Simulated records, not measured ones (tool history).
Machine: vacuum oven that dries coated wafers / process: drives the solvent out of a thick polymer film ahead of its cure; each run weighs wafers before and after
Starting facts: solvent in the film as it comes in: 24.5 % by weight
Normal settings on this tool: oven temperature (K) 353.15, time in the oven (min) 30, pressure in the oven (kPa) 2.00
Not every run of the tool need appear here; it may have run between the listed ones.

run 1 hour=0.0 | oven_temperature_(K)=353.15 time_in_the_oven_(min)=30 pressure_in_the_oven_(kPa)=2.00 | solvent_left_in_the_film_(%)=4.51
run 2 hour=11.7 | oven_temperature_(K)=353.15 time_in_the_oven_(min)=30 pressure_in_the_oven_(kPa)=2.00 | solvent_left_in_the_film_(%)=4.55
run 3 hour=27.2 | oven_temperature_(K)=353.15 time_in_the_oven_(min)=30 pressure_in_the_oven_(kPa)=2.00 | solvent_left_in_the_film_(%)=4.51
run 4 hour=41.5 | oven_temperature_(K)=353.15 time_in_the_oven_(min)=30 pressure_in_the_oven_(kPa)=2.00 | solvent_left_in_the_film_(%)=4.50
run 5 hour=52.2 | oven_temperature_(K)=353.15 time_in_the_oven_(min)=30 pressure_in_the_oven_(kPa)=2.00 | solvent_left_in_the_film_(%)=4.54
run 6 hour=64.9 | oven_temperature_(K)=353.15 time_in_the_oven_(min)=30 pressure_in_the_oven_(kPa)=2.00 | solvent_left_in_the_film_(%)=4.54
run 7 hour=76.6 | oven_temperature_(K)=353.15 time_in_the_oven_(min)=30 pressure_in_the_oven_(kPa)=2.00 | solvent_left_in_the_film_(%)=4.51
run 8 hour=87.9 | oven_temperature_(K)=353.15 time_in_the_oven_(min)=30 pressure_in_the_oven_(kPa)=2.00 | solvent_left_in_the_film_(%)=4.51
run 9 hour=99.0 | oven_temperature_(K)=353.15 time_in_the_oven_(min)=30 pressure_in_the_oven_(kPa)=2.00 | solvent_left_in_the_film_(%)=4.52
run 10 hour=108.4 | oven_temperature_(K)=347.15 time_in_the_oven_(min)=30 pressure_in_the_oven_(kPa)=2.00 | solvent_left_in_the_film_(%)=6.71
run 11 hour=115.9 | oven_temperature_(K)=353.15 time_in_the_oven_(min)=30 pressure_in_the_oven_(kPa)=2.00 | solvent_left_in_the_film_(%)=4.53
run 12 hour=125.3 | oven_temperature_(K)=347.15 time_in_the_oven_(min)=30 pressure_in_the_oven_(kPa)=2.00 | solvent_left_in_the_film_(%)=6.68
run 13 hour=134.0 | oven_temperature_(K)=353.15 time_in_the_oven_(min)=30 pressure_in_the_oven_(kPa)=2.00 | solvent_left_in_the_film_(%)=4.50
run 14 hour=148.7 | oven_temperature_(K)=353.15 time_in_the_oven_(min)=30 pressure_in_the_oven_(kPa)=2.00 | solvent_left_in_the_film_(%)=4.51
run 15 hour=164.0 | oven_temperature_(K)=353.15 time_in_the_oven_(min)=30 pressure_in_the_oven_(kPa)=2.00 | solvent_left_in_the_film_(%)=4.53
run 16 hour=175.2 | oven_temperature_(K)=353.15 time_in_the_oven_(min)=30 pressure_in_the_oven_(kPa)=2.00 | solvent_left_in_the_film_(%)=4.52
-- hour=177.9 oven's thermocouples calibrated
run 17 hour=190.5 | oven_temperature_(K)=353.15 time_in_the_oven_(min)=30 pressure_in_the_oven_(kPa)=2.00 | solvent_left_in_the_film_(%)=4.37
run 18 hour=202.8 | oven_temperature_(K)=353.15 time_in_the_oven_(min)=30 pressure_in_the_oven_(kPa)=2.00 | solvent_left_in_the_film_(%)=4.41
run 19 hour=216.5 | oven_temperature_(K)=353.15 time_in_the_oven_(min)=27 pressure_in_the_oven_(kPa)=2.00 | solvent_left_in_the_film_(%)=5.02
run 20 hour=230.5 | oven_temperature_(K)=350.15 time_in_the_oven_(min)=30 pressure_in_the_oven_(kPa)=2.00 | solvent_left_in_the_film_(%)=5.43
run 21 hour=238.4 | oven_temperature_(K)=350.15 time_in_the_oven_(min)=30 pressure_in_the_oven_(kPa)=2.00 | solvent_left_in_the_film_(%)=5.41
run 22 hour=250.1 | oven_temperature_(K)=350.15 time_in_the_oven_(min)=17 pressure_in_the_oven_(kPa)=5.37 | solvent_left_in_the_film_(%)=10.61
-- hour=261.4 oven's thermocouples calibrated, once more
run 23 hour=262.8 | oven_temperature_(K)=350.15 time_in_the_oven_(min)=17 pressure_in_the_oven_(kPa)=5.37 | solvent_left_in_the_film_(%)=11.22
run 24 hour=275.5 | oven_temperature_(K)=366.15 time_in_the_oven_(min)=39 pressure_in_the_oven_(kPa)=2.00 | solvent_left_in_the_film_(%)=1.08
run 25 hour=286.8 | oven_temperature_(K)=354.15 time_in_the_oven_(min)=27 pressure_in_the_oven_(kPa)=2.00 | solvent_left_in_the_film_(%)=5.20
run 26 hour=293.2 | oven_temperature_(K)=353.15 time_in_the_oven_(min)=37 pressure_in_the_oven_(kPa)=3.09 | solvent_left_in_the_film_(%)=4.29
run 27 hour=302.2 | oven_temperature_(K)=353.15 time_in_the_oven_(min)=37 pressure_in_the_oven_(kPa)=3.09 | solvent_left_in_the_film_(%)=4.28
run 28 hour=311.4 | oven_temperature_(K)=347.15 time_in_the_oven_(min)=30 pressure_in_the_oven_(kPa)=2.00 | solvent_left_in_the_film_(%)=7.18
run 29 hour=322.4 | oven_temperature_(K)=353.15 time_in_the_oven_(min)=30 pressure_in_the_oven_(kPa)=4.26 | solvent_left_in_the_film_(%)=6.00
run 30 hour=333.3 | oven_temperature_(K)=353.15 time_in_the_oven_(min)=16 pressure_in_the_oven_(kPa)=5.14 | solvent_left_in_the_film_(%)=10.30
run 31 hour=344.2 | oven_temperature_(K)=353.15 time_in_the_oven_(min)=26 pressure_in_the_oven_(kPa)=1.37 | solvent_left_in_the_film_(%)=5.53
run 32 hour=359.7 | oven_temperature_(K)=353.15 time_in_the_oven_(min)=26 pressure_in_the_oven_(kPa)=1.37 | solvent_left_in_the_film_(%)=5.55
run 33 hour=367.4 | oven_temperature_(K)=365.15 time_in_the_oven_(min)=19 pressure_in_the_oven_(kPa)=4.06 | solvent_left_in_the_film_(%)=4.40
run 34 hour=383.0 | oven_temperature_(K)=357.15 time_in_the_oven_(min)=29 pressure_in_the_oven_(kPa)=2.02 | solvent_left_in_the_film_(%)=3.82
run 35 hour=389.5 | oven_temperature_(K)=357.15 time_in_the_oven_(min)=29 pressure_in_the_oven_(kPa)=2.02 | solvent_left_in_the_film_(%)=3.81
run 36 hour=396.5 | oven_temperature_(K)=357.15 time_in_the_oven_(min)=29 pressure_in_the_oven_(kPa)=2.02 | solvent_left_in_the_film_(%)=3.81

Selected run-to-run steps in solvent left in the film (%), each split into two signed amounts: the part the tool would show with no hidden state at all (from settings, incoming material and random variation), and the remainder, which goes to the hidden state together with any gauge scatter not common to the measured and the hidden-state-free results:
The tool's hidden condition here consists of: true wafer temperature over the reading, C; true pressure over the reading, kPa; drift of the gauge itself on solvent_pct, %.
Run 16 -> 17: oven's thermocouples calibrated. solvent left in the film (%) -0.15: hidden state -0.13, all else -0.02.
Run 21 -> 22: time in the oven (min) 30 -> 17, pressure in the oven (kPa) 2.00 -> 5.37. solvent left in the film (%) +5.20: hidden state -0.07, all else +5.27.
Run 22 -> 23: oven's thermocouples calibrated, once more. solvent left in the film (%) +0.61: hidden state +0.65, all else -0.04.
Run 23 -> 24: oven temperature (K) 350.15 -> 366.15, time in the oven (min) 17 -> 39, pressure in the oven (kPa) 5.37 -> 2.00. solvent left in the film (%) -10.14: hidden state -0.01, all else -10.13.
Run 30 -> 31: time in the oven (min) 16 -> 26, pressure in the oven (kPa) 5.14 -> 1.37. solvent left in the film (%) -4.77: hidden state +0.01, all else -4.78.
